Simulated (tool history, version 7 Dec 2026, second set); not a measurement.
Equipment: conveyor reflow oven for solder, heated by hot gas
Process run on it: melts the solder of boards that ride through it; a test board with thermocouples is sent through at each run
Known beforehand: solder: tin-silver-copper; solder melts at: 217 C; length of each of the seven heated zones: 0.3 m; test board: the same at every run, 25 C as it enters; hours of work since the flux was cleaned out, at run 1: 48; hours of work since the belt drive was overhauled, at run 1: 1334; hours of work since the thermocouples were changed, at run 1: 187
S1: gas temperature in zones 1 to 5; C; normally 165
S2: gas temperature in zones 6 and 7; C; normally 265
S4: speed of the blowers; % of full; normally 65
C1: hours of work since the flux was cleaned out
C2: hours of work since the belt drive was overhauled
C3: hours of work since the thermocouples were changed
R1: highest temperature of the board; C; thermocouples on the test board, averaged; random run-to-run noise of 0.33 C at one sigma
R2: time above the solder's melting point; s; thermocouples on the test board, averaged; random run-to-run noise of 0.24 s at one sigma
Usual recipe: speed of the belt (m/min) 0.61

run 1 hour=0 | S1=165 S2=265 speed_of_the_belt_(m/min)=0.61 S4=65 | C1=48 C2=1334 C3=187 | R1=249.6 R2=40.6
run 2 hour=41 | S1=165 S2=265 speed_of_the_belt_(m/min)=0.61 S4=57 | C1=73 C2=1359 C3=212 | R1=246.9 R2=38.8
run 3 hour=88.1 | S1=165 S2=265 speed_of_the_belt_(m/min)=0.61 S4=57 | C1=102 C2=1389 C3=242 | R1=247 R2=39
run 4 hour=136.9 | S1=165 S2=265 speed_of_the_belt_(m/min)=0.61 S4=57 | C1=132 C2=1419 C3=272 | R1=247 R2=38.4
run 5 hour=186.7 | S1=165 S2=265 speed_of_the_belt_(m/min)=0.61 S4=57 | C1=163 C2=1450 C3=303 | R1=246.7 R2=38.5
run 6 hour=228.2 | S1=165 S2=265 speed_of_the_belt_(m/min)=0.61 S4=57 | C1=189 C2=1475 C3=328 | R1=246.6 R2=38.2
-- hour=246.4 belt drive overhauled, speed set with a stopwatch
run 7 hour=268.5 | S1=165 S2=265 speed_of_the_belt_(m/min)=0.61 S4=57 | C1=211 C2=14 C3=351 | R1=245.8 R2=36.3
run 8 hour=301.3 | S1=165 S2=265 speed_of_the_belt_(m/min)=0.61 S4=65 | C1=232 C2=34 C3=371 | R1=248.1 R2=38.8
run 9 hour=352.2 | S1=172 S2=265 speed_of_the_belt_(m/min)=0.61 S4=65 | C1=263 C2=66 C3=403 | R1=249.3 R2=41.4
run 10 hour=382.1 | S1=165 S2=265 speed_of_the_belt_(m/min)=0.696 S4=65 | C1=282 C2=84 C3=421 | R1=242.3 R2=29.6
-- hour=434.4 flux residue cleaned out of gas plates and filters
run 11 hour=439.6 | S1=165 S2=265 speed_of_the_belt_(m/min)=0.501 S4=65 | C1=3 C2=117 C3=454 | R1=255.2 R2=54.3
run 12 hour=497.1 | S1=165 S2=265 speed_of_the_belt_(m/min)=0.61 S4=65 | C1=39 C2=152 C3=489 | R1=249.4 R2=39.8
run 13 hour=526.7 | S1=165 S2=265 speed_of_the_belt_(m/min)=0.648 S4=65 | C1=57 C2=170 C3=508 | R1=247.1 R2=35.9
run 14 hour=561.8 | S1=165 S2=265 speed_of_the_belt_(m/min)=0.648 S4=65 | C1=79 C2=192 C3=529 | R1=246.9 R2=35.7
run 15 hour=588 | S1=173 S2=270 speed_of_the_belt_(m/min)=0.648 S4=65 | C1=95 C2=208 C3=546 | R1=252.7 R2=40.5
run 16 hour=637.7 | S1=173 S2=279 speed_of_the_belt_(m/min)=0.648 S4=70 | C1=126 C2=239 C3=576 | R1=260.9 R2=45.2
run 17 hour=690.6 | S1=162 S2=279 speed_of_the_belt_(m/min)=0.648 S4=70 | C1=159 C2=272 C3=609 | R1=259.9 R2=41.4
run 18 hour=744.8 | S1=152 S2=277 speed_of_the_belt_(m/min)=0.616 S4=77 | C1=192 C2=306 C3=643 | R1=259.6 R2=42.1
run 19 hour=799 | S1=152 S2=277 speed_of_the_belt_(m/min)=0.725 S4=70 | C1=226 C2=339 C3=676 | R1=250.8 R2=30.9
run 20 hour=838.4 | S1=158 S2=265 speed_of_the_belt_(m/min)=0.61 S4=65 | C1=250 C2=364 C3=701 | R1=247.9 R2=36.9
run 21 hour=874.4 | S1=158 S2=265 speed_of_the_belt_(m/min)=0.61 S4=65 | C1=273 C2=386 C3=723 | R1=247.7 R2=37.1
run 22 hour=909.4 | S1=158 S2=265 speed_of_the_belt_(m/min)=0.61 S4=65 | C1=294 C2=408 C3=745 | R1=247.3 R2=37.3
-- hour=938.8 flux residue cleaned out of gas plates and filters
run 23 hour=960.2 | S1=160 S2=255 speed_of_the_belt_(m/min)=0.61 S4=65 | C1=13 C2=436 C3=773 | R1=241.4 R2=33.2
run 24 hour=1017.3 | S1=160 S2=255 speed_of_the_belt_(m/min)=0.689 S4=65 | C1=49 C2=471 C3=808 | R1=236.3 R2=24.8
run 25 hour=1048.8 | S1=160 S2=255 speed_of_the_belt_(m/min)=0.558 S4=59 | C1=68 C2=491 C3=828 | R1=242 R2=38.3
run 26 hour=1101.8 | S1=152 S2=255 speed_of_the_belt_(m/min)=0.574 S4=77 | C1=101 C2=524 C3=861 | R1=244.7 R2=36.9
-- hour=1109.1 thermocouples of zones 6 and 7 changed
run 27 hour=1129.8 | S1=153 S2=265 speed_of_the_belt_(m/min)=0.654 S4=65 | C1=117 C2=540 C3=13 | R1=242.2 R2=29.8
run 28 hour=1178.5 | S1=153 S2=265 speed_of_the_belt_(m/min)=0.654 S4=65 | C1=147 C2=570 C3=43 | R1=241.9 R2=29.1

Take each entry between the runs: how does the hidden state at the last listed run before it differ from the hidden state at the first listed run after it?
In the gap between runs 6 and 7: belt drive overhauled, speed set with a stopwatch (hour 246.4)
  heat that the gas passes to the board, % of a clean oven's: 95.6 -> 95.1; belt's true speed, % of the reading: 98.09 -> 100.23; true gas temperature in zones 6 and 7 over the reading, C: 1.84 -> 1.92
  measured value less the no-hidden-state value, R1: +1.3 -> +0.4 C; R2: +1.4 -> -0.2 s
In the gap between runs 10 and 11: flux residue cleaned out of gas plates and filters (hour 434.4)
  heat that the gas passes to the board, % of a clean oven's: 93.6 -> 99.7; belt's true speed, % of the reading: 100.15 -> 100.12; true gas temperature in zones 6 and 7 over the reading, C: 2.19 -> 2.31
  measured value less the no-hidden-state value, R1: -0.1 -> +2.1 C; R2: -0.5 -> +1.1 s
In the gap between runs 22 and 23: flux residue cleaned out of gas plates and filters (hour 938.8)
  heat that the gas passes to the board, % of a clean oven's: 93.4 -> 99.6; belt's true speed, % of the reading: 99.77 -> 99.74; true gas temperature in zones 6 and 7 over the reading, C: 3.38 -> 3.47
  measured value less the no-hidden-state value, R1: +1.3 -> +3 C; R2: +0.5 -> +2.5 s
In the gap between runs 26 and 27: thermocouples of zones 6 and 7 changed (hour 1109.1)
  heat that the gas passes to the board, % of a clean oven's: 97.7 -> 97.3; belt's true speed, % of the reading: 99.65 -> 99.63; true gas temperature in zones 6 and 7 over the reading, C: 3.8 -> -0.3
  measured value less the no-hidden-state value, R1: +3 -> -0.9 C; R2: +2.1 -> -0.7 s
